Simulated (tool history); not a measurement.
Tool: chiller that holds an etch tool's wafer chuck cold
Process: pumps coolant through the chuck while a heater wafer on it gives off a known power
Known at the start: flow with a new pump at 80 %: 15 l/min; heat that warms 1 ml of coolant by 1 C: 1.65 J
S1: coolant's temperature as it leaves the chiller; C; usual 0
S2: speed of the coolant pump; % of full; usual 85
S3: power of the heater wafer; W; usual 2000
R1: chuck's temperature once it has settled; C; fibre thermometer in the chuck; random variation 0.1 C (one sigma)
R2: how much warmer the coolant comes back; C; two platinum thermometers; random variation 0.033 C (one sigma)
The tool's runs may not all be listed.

run 1 hour=0 | S1=0 S2=85 S3=2000 | R1=21.7 R2=5.05
run 2 hour=98.2 | S1=0 S2=85 S3=2000 | R1=21.7 R2=4.98
run 3 hour=160.8 | S1=0 S2=88 S3=2000 | R1=21.6 R2=4.81
run 4 hour=221.1 | S1=0 S2=85 S3=2000 | R1=22.2 R2=5.07
-- hour=251.6 coolant changed, channels flushed
run 5 hour=322.9 | S1=0 S2=85 S3=2000 | R1=18.8 R2=4.99
run 6 hour=392 | S1=0 S2=85 S3=2000 | R1=18.8 R2=4.99
run 7 hour=449.7 | S1=0 S2=85 S3=2000 | R1=18.8 R2=5.03
run 8 hour=549.1 | S1=0 S2=61 S3=2000 | R1=23.1 R2=6.98
run 9 hour=619.1 | S1=-8 S2=60 S3=1353 | R1=8 R2=4.88
run 10 hour=677.6 | S1=-8 S2=60 S3=1353 | R1=7.7 R2=4.84
-- hour=748.9 chiller's thermometer calibrated
run 11 hour=759.6 | S1=-9 S2=85 S3=2000 | R1=10.5 R2=5.09
-- hour=769.6 coolant pump overhauled
run 12 hour=842.4 | S1=-9 S2=85 S3=2000 | R1=10.7 R2=5.22
-- hour=926.4 coolant pump overhauled, once more
run 13 hour=944.4 | S1=-9 S2=85 S3=2000 | R1=9.3 R2=4.62
run 14 hour=1021.9 | S1=-2 S2=81 S3=1866 | R1=15.6 R2=4.49
run 15 hour=1068.3 | S1=-2 S2=81 S3=1866 | R1=15.6 R2=4.52

Measured less the same run without the tool's hidden state. The same run-to-run variation is in both; the gauge's scatter may not be:
The hidden state here: heat passed by the chuck's channels, % of clean ones'; flow at a given pump speed, % of a new pump's; coolant's true temperature over the reading, C; drift of the gauge itself on chuck_c, C; drift of the gauge itself on warmer_back_c, C.
run=1 R1=+4.1 R2=+0.43
run=2 R1=+4.2 R2=+0.44
run=3 R1=+4.3 R2=+0.44
run=4 R1=+4.4 R2=+0.46
run=5 R1=+1 R2=+0.47
run=6 R1=+1.1 R2=+0.48
run=7 R1=+1.1 R2=+0.48
run=8 R1=+1.6 R2=+0.69
run=9 R1=+1.1 R2=+0.48
run=10 R1=+1.1 R2=+0.49
run=11 R1=+1.7 R2=+0.53
run=12 R1=+2 R2=+0.64
run=13 R1=+0.6 R2=+0.02
run=14 R1=+0.7 R2=+0.02
run=15 R1=+0.7 R2=+0.03
